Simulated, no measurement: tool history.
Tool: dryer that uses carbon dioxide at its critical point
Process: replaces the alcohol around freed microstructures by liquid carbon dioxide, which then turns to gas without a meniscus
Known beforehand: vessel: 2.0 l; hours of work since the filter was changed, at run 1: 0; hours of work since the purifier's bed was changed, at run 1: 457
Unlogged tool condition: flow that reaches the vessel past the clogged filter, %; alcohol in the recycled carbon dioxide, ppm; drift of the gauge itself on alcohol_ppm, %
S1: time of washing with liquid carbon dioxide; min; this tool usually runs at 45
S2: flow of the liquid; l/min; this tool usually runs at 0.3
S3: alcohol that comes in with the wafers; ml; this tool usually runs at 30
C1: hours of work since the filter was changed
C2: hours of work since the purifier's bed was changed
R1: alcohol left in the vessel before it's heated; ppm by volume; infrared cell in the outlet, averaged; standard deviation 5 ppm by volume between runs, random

run    hour  S1     S2   S3   C1   C2    R1
  1       0  45    0.3   30    0  457   213
  2    30.1  45    0.3   30   10  467   215
  3    54.9  45    0.3   30   18  475   222
  4      79  45    0.3   30   26  482   218
  5   119.2  45    0.3   30   39  496   224
  6   160.3  45  0.345   30   52  509   192
  7   202.9  31    0.3   30   66  523   478
  8   228.1  31    0.3   30   74  531   466
  9   263.3  31    0.3   30   86  543   465
 10   300.9  45    0.3   52   98  555   285
 11   357.8  45    0.3   52  117  573   303
 12   400.5  45    0.3   30  131  587   265
 13   436.8  45    0.3   30  142  599   271
 14   489.3  45    0.3   30  159  616   269
 15   531.9  45    0.3  113  173  630   437
 16   569.8  45    0.3  113  186  642   457
 17     627  34    0.3  113  204  661  1100
 18   660.5  44    0.3   30  215  672   331
 19   692.2  45    0.3   56  226  682   364
 20   716.9  45    0.3   56  234  690   392
 21   741.4  45  0.196   56  242  698  1018
 22   778.7  45    0.3   38  254  710   339
 23   826.5  45    0.3   38  269  726   348
 24   851.9  62    0.3   30  278  734   279
 25   898.2  35  0.439   52  293  749   338
 26   943.3  35  0.439   52  307  764   335
 27   988.4  36  0.401   21  322  779   322
 28  1025.2  36   0.47   50  334  791   328
 29  1075.1  36   0.47   50  350  807   329
 30  1110.9  39  0.478  120  362  819   355
 31  1147.5  61  0.199   72  374  831   628
 32  1190.9  33  0.199   33  388  845  1608
 33  1219.2  45    0.3  105  397  854   648
     1265.8  -- purifier's bed changed
 34  1271.2  45  0.372  105  413    2   111
 35  1328.6  45  0.372  105  432   20   132
     1361.4  -- inlet filter changed
 36  1388.7  45  0.372  105    9   40    61
 37  1418.1  36  0.202   30   18   49   632
 38  1443.5  36  0.202   31   27   58   659
 39    1492  45    0.3   39   43   73    86
 40  1525.8  45    0.3  101   54   84   197
 41  1564.1  46  0.317  101   66   97   145
 42  1597.7  30  0.207   30   77  108  1045
 43  1654.3  30  0.207   30   95  126  1077
 44  1695.5  43  0.207   42  109  140   518
 45  1745.4  66  0.207   42  125  156   121
 46  1770.1  49  0.436   42  133  164    60
 47    1796  49  0.436   42  142  172    65

Take each entry between the runs: how does the hidden state at the last listed run before it differ from the hidden state at the first listed run after it?
Between runs 33 and 34: purifier's bed changed (hour 1265.8)
  flow that reaches the vessel past the clogged filter, %: 85.9 -> 85.3; alcohol in the recycled carbon dioxide, ppm: 304.3 -> 5.9
  what was measured, less what the result would be without the hidden state, R1: +495 -> +70 ppm by volume
Between runs 35 and 36: inlet filter changed (hour 1361.4)
  flow that reaches the vessel past the clogged filter, %: 84.7 -> 99.4; alcohol in the recycled carbon dioxide, ppm: 12.2 -> 18.9
  what was measured, less what the result would be without the hidden state, R1: +84 -> +16 ppm by volume
